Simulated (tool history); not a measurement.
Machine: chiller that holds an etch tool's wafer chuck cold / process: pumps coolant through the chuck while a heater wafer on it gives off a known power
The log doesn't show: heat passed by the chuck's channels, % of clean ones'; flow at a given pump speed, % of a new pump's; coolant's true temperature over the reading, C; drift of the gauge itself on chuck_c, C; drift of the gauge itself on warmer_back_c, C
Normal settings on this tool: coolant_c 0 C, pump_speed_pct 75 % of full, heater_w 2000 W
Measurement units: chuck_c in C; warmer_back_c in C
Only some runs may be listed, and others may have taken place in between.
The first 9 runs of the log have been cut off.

run    hour  coolant_c  pump_speed_pct  heater_w  hours since the coolant was changed and the channels were flushed  hours since the pump was overhauled  hours since the chiller's thermometer was calibrated  chuck_c  warmer_back_c
 10   486.3          0              75      2000                                                               3446                                 5262                                                   489     13.7           5.29
 11   541.4          0              75      2000                                                               3501                                 5317                                                   544     13.6            5.4
 12   615.3          0              75      2000                                                               3575                                 5391                                                   618     13.8           5.28
      624.1  -- coolant pump overhauled
 13   686.7          0              75      2000                                                               3641                                   63                                                   684     13.7            5.5
 14   751.9          0              75      2000                                                               3706                                  128                                                   749       14           5.48
 15   791.9          0              75      2000                                                               3746                                  168                                                   789     13.8           5.55
 16     831          0              75      2000                                                               3785                                  207                                                   828     13.9           5.53
      865.5  -- coolant pump overhauled, once more
 17     906          0              75      2000                                                               3855                                   41                                                   898     12.8           4.98
 18   986.1          0              68      2383                                                               3936                                  121                                                   979     16.2            6.4
 19  1064.5         -1              75      2547                                                               4014                                  199                                                  1057     15.2           6.23
 20  1118.9          7              89      2694                                                               4068                                  253                                                  1111     22.6           5.58
 21  1185.1          1              64      2494                                                               4134                                  320                                                  1177     18.9           7.19
 22  1251.7          1              64      2494                                                               4201                                  386                                                  1244     18.7           7.16
 23  1296.7          8              75      2000                                                               4246                                  431                                                  1289     21.1           4.98
 24  1353.4          8              71      1287                                                               4303                                  488                                                  1346     16.8           3.31
 25  1421.8         -3              94      2876                                                               4371                                  556                                                  1414       13           5.75
 26  1455.4         -3              94      2876                                                               4405                                  590                                                  1448     12.9           5.71
 27  1503.4         -3              94      2876                                                               4453                                  638                                                  1496       13           5.69
 28  1574.6          0              70      2000                                                               4524                                  709                                                  1567     13.6           5.32
 29  1622.3          0              65      2976                                                               4572                                  757                                                  1615     21.2           8.57
 30  1657.6          0              65      1576                                                               4607                                  792                                                  1650     11.4            4.5
 31  1704.7         -6              68      2000                                                               4654                                  839                                                  1697      7.9            5.5
 32  1781.4          1              68      2196                                                               4731                                  916                                                  1774     16.2           5.98
 33  1820.4         -4              78      2000                                                               4770                                  955                                                  1813      8.7            4.8

Below are 3 alternative next runs, each starting from the tool's condition after run 33. Predict each:
  A  1883.2         -5              81      1162                                                               4833                                 1018                                                  1876        ?              ?
  B  1883.2         -6              78      1264                                                               4833                                 1018                                                  1876        ?              ?
  C  1883.2         -4              62      2000                                                               4833                                 1018                                                  1876        ?              ?

run  chuck_c  warmer_back_c
  A      2.3           2.69
  B        2           3.08
  C       11           5.97
With the hidden condition removed and each run's random variation left untouched, the same runs would have given:
run  chuck_c  warmer_back_c
  A      1.8           2.66
  B      1.5           3.04
  C     10.2           5.89
